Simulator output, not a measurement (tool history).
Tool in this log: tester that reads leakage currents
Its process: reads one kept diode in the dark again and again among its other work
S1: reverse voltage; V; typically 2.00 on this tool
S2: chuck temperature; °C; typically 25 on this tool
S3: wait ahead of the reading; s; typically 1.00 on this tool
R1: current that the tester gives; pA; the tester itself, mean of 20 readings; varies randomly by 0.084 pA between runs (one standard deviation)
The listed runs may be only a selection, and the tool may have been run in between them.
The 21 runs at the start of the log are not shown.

run 22 hour=1771.2 | S1=11.64 S2=25 S3=1.00 | R1=70.18
run 23 hour=1897.6 | S1=11.64 S2=25 S3=1.00 | R1=70.50
run 24 hour=1993.1 | S1=11.64 S2=25 S3=0.34 | R1=76.92
run 25 hour=2069.7 | S1=2.78 S2=54 S3=0.34 | R1=188.92
run 26 hour=2163.8 | S1=15.45 S2=58 S3=1.00 | R1=652.85
-- hour=2229.7 chuck's temperature calibrated
run 27 hour=2268.3 | S1=2.00 S2=22 S3=0.52 | R1=19.18
-- hour=2314.4 tester calibrated
run 28 hour=2381.8 | S1=3.58 S2=25 S3=3.83 | R1=32.65
run 29 hour=2512.2 | S1=3.58 S2=48 S3=5.51 | R1=146.75
run 30 hour=2603.1 | S1=3.58 S2=48 S3=5.51 | R1=147.20
-- hour=2650.0 probe card cleaned and baked
run 31 hour=2716.2 | S1=2.69 S2=25 S3=8.49 | R1=26.91
run 32 hour=2847.3 | S1=1.34 S2=33 S3=1.54 | R1=31.39
run 33 hour=2913.8 | S1=5.87 S2=30 S3=1.54 | R1=61.23
run 34 hour=3044.2 | S1=5.87 S2=30 S3=1.54 | R1=61.68
run 35 hour=3144.2 | S1=5.87 S2=30 S3=1.54 | R1=61.96
run 36 hour=3224.0 | S1=5.87 S2=30 S3=1.54 | R1=62.32
run 37 hour=3337.7 | S1=19.06 S2=54 S3=0.99 | R1=579.90
run 38 hour=3393.2 | S1=19.06 S2=50 S3=0.99 | R1=458.73
run 39 hour=3489.2 | S1=8.27 S2=44 S3=1.55 | R1=192.76
run 40 hour=3612.3 | S1=8.27 S2=44 S3=1.55 | R1=193.08
run 41 hour=3676.5 | S1=8.27 S2=44 S3=1.55 | R1=193.20

Alternative continuations, all from the tool just after run 41; predict every row:
run A hour=3735.5 | S1=1.59 S2=49 S3=5.40 | R1=?
run B hour=3735.5 | S1=12.50 S2=25 S3=1.00 | R1=?
run C hour=3735.5 | S1=18.89 S2=46 S3=1.55 | R1=?

run=A R1=100.09
run=B R1=72.66
run=C R1=360.43
With the hidden condition removed and each run's random variation left untouched, the same runs would have given:
run=A R1=95.08
run=B R1=67.44
run=C R1=340.79
